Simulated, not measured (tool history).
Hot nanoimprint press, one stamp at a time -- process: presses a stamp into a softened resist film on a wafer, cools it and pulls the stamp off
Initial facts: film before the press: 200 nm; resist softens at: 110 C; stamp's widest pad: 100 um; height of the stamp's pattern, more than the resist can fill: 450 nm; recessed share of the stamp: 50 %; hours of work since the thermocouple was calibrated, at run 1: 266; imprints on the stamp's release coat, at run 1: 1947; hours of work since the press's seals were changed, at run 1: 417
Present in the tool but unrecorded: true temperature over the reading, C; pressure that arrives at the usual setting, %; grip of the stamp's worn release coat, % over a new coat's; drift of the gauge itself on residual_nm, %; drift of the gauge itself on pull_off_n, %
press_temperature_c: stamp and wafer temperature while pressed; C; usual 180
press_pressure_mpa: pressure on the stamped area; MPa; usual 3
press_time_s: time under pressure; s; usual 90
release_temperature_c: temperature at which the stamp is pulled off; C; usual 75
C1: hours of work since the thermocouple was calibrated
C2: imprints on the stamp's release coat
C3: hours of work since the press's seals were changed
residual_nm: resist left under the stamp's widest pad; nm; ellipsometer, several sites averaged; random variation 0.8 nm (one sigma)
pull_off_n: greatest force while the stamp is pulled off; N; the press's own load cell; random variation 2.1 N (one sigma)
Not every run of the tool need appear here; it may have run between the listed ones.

Run 1, day 0: usual settings; C1 266; C2 1947; C3 417. Result: residual_nm 110.1 nm, pull_off_n 144 N.
At day 1.092: stamp cleaned and given a new release coat.
Run 2, day 1.221: usual settings; C1 278; C2 10; C3 429. Result: residual_nm 110.2 nm, pull_off_n 94 N.
Run 3, day 2.462: usual settings but press_pressure_mpa 2.16 MPa; C1 292; C2 103; C3 443. Result: residual_nm 127.6 nm, pull_off_n 95 N.
Run 4, day 3.625: usual settings but press_pressure_mpa 2.16 MPa; C1 306; C2 190; C3 457. Result: residual_nm 127.5 nm, pull_off_n 103 N.
Run 5, day 4.346: usual settings; C1 314; C2 244; C3 465. Result: residual_nm 113.3 nm, pull_off_n 100 N.
At day 5.362: plate thermocouple calibrated.
Run 6, day 5.596: usual settings; C1 3; C2 328; C3 479. Result: residual_nm 113.6 nm, pull_off_n 104 N.
Run 7, day 6.629: usual settings; C1 15; C2 406; C3 491. Result: residual_nm 113.8 nm, pull_off_n 107 N.
Run 8, day 7.483: usual settings; C1 25; C2 470; C3 501. Result: residual_nm 114.3 nm, pull_off_n 110 N.
Run 9, day 8.071: usual settings but press_time_s 50 s; C1 32; C2 514; C3 508. Result: residual_nm 136.1 nm, pull_off_n 110 N.
Run 10, day 8.95: usual settings but press_time_s 50 s; C1 42; C2 579; C3 518. Result: residual_nm 135.5 nm, pull_off_n 112 N.
At day 10.15: press's hydraulic seals changed and the load cell set to zero.
Run 11, day 10.15: usual settings but press_time_s 50 s; C1 52; C2 644; C3 0. Result: residual_nm 133.4 nm, pull_off_n 117 N.
At day 10.388: plate thermocouple calibrated, once more.
Run 12, day 11.217: usual settings but press_time_s 50 s; C1 10; C2 715; C3 11. Result: residual_nm 125.3 nm, pull_off_n 112 N.
Run 13, day 12.342: usual settings; C1 23; C2 799; C3 24. Result: residual_nm 106.5 nm, pull_off_n 110 N.
Run 14, day 12.946: usual settings but press_time_s 146 s; C1 30; C2 845; C3 31. Result: residual_nm 89.7 nm, pull_off_n 116 N.
Run 15, day 13.742: usual settings; C1 39; C2 904; C3 41. Result: residual_nm 107.6 nm, pull_off_n 118 N.
Run 16, day 14.575: usual settings but press_temperature_c 177 C, press_pressure_mpa 2.02 MPa; C1 49; C2 967; C3 50. Result: residual_nm 139.5 nm, pull_off_n 118 N.
Run 17, day 15.812: usual settings but press_temperature_c 182 C, press_pressure_mpa 4.76 MPa, press_time_s 46 s, release_temperature_c 81 C; C1 64; C2 1059; C3 65. Result: residual_nm 97.7 nm, pull_off_n 106 N.
Run 18, day 16.517: usual settings but press_temperature_c 185 C, press_pressure_mpa 3.1 MPa, press_time_s 82 s; C1 72; C2 1112; C3 73. Result: residual_nm 86 nm, pull_off_n 123 N.
Run 19, day 17.158: usual settings but press_temperature_c 185 C, press_pressure_mpa 3.1 MPa, press_time_s 82 s; C1 79; C2 1160; C3 81. Result: residual_nm 86.8 nm, pull_off_n 119 N.
Run 20, day 17.912: usual settings but press_temperature_c 186 C, press_pressure_mpa 2.12 MPa; C1 88; C2 1217; C3 90. Result: residual_nm 95.5 nm, pull_off_n 124 N.
Run 21, day 18.779: usual settings but press_time_s 45 s; C1 98; C2 1282; C3 100. Result: residual_nm 132.8 nm, pull_off_n 128 N.
Run 22, day 19.988: usual settings but press_time_s 45 s; C1 113; C2 1372; C3 114. Result: residual_nm 134.6 nm, pull_off_n 120 N.
Run 23, day 20.517: usual settings but press_time_s 45 s; C1 119; C2 1412; C3 120. Result: residual_nm 132.1 nm, pull_off_n 130 N.
Run 24, day 21.196: usual settings but press_pressure_mpa 2.28 MPa, press_time_s 74 s, release_temperature_c 70 C; C1 127; C2 1463; C3 128. Result: residual_nm 129.8 nm, pull_off_n 140 N.
Run 25, day 21.95: usual settings but press_temperature_c 186 C, press_pressure_mpa 2.28 MPa, press_time_s 74 s, release_temperature_c 70 C; C1 136; C2 1519; C3 137. Result: residual_nm 98.8 nm, pull_off_n 140 N.
Run 26, day 23.096: usual settings but press_temperature_c 186 C, press_pressure_mpa 2.28 MPa, press_time_s 74 s, release_temperature_c 70 C; C1 149; C2 1605; C3 150. Result: residual_nm 99.2 nm, pull_off_n 142 N.
Run 27, day 24.342: usual settings but press_temperature_c 186 C, press_pressure_mpa 2.28 MPa, press_time_s 74 s, release_temperature_c 70 C; C1 164; C2 1699; C3 165. Result: residual_nm 100 nm, pull_off_n 146 N.
Run 28, day 25.229: usual settings but press_temperature_c 186 C, press_pressure_mpa 2.34 MPa, press_time_s 74 s, release_temperature_c 68 C; C1 174; C2 1765; C3 175. Result: residual_nm 99.1 nm, pull_off_n 156 N.
Run 29, day 26.4: usual settings but press_temperature_c 186 C, press_pressure_mpa 2.34 MPa, press_time_s 74 s, release_temperature_c 68 C; C1 188; C2 1853; C3 189. Result: residual_nm 100.2 nm, pull_off_n 163 N.

Hidden state at the last listed run before each entry between runs and at the first one after, where it differs:
In the gap between runs 1 and 2: stamp cleaned and given a new release coat (day 1.092)
  true temperature over the reading, C: -1.32 -> -1.38; pressure that arrives at the usual setting, %: 98.45 -> 98.41; grip of the stamp's worn release coat, % over a new coat's: 47.3 -> 0.2
  measured result minus the result with no hidden state, residual_nm: +7.3 -> +7.6 nm; pull_off_n: +48 -> +3 N
In the gap between runs 5 and 6: plate thermocouple calibrated (day 5.362)
  true temperature over the reading, C: -1.55 -> -1.84; pressure that arrives at the usual setting, %: 98.29 -> 98.25; grip of the stamp's worn release coat, % over a new coat's: 5.6 -> 7.5
  measured result minus the result with no hidden state, residual_nm: +8.7 -> +10.2 nm; pull_off_n: +8 -> +10 N
In the gap between runs 10 and 11: press's hydraulic seals changed and the load cell set to zero (day 10.15)
  true temperature over the reading, C: -2.03 -> -2.08; pressure that arrives at the usual setting, %: 98.12 -> 100.01; grip of the stamp's worn release coat, % over a new coat's: 13.4 -> 15
  measured result minus the result with no hidden state, residual_nm: +11.1 -> +10.5 nm; pull_off_n: +16 -> +19 N
In the gap between runs 11 and 12: plate thermocouple calibrated, once more (day 10.388)
  true temperature over the reading, C: -2.08 -> -0.36; pressure that arrives at the usual setting, %: 100.01 -> 99.97; grip of the stamp's worn release coat, % over a new coat's: 15 -> 16.6
  measured result minus the result with no hidden state, residual_nm: +10.5 -> +1.8 nm; pull_off_n: +19 -> +17 N

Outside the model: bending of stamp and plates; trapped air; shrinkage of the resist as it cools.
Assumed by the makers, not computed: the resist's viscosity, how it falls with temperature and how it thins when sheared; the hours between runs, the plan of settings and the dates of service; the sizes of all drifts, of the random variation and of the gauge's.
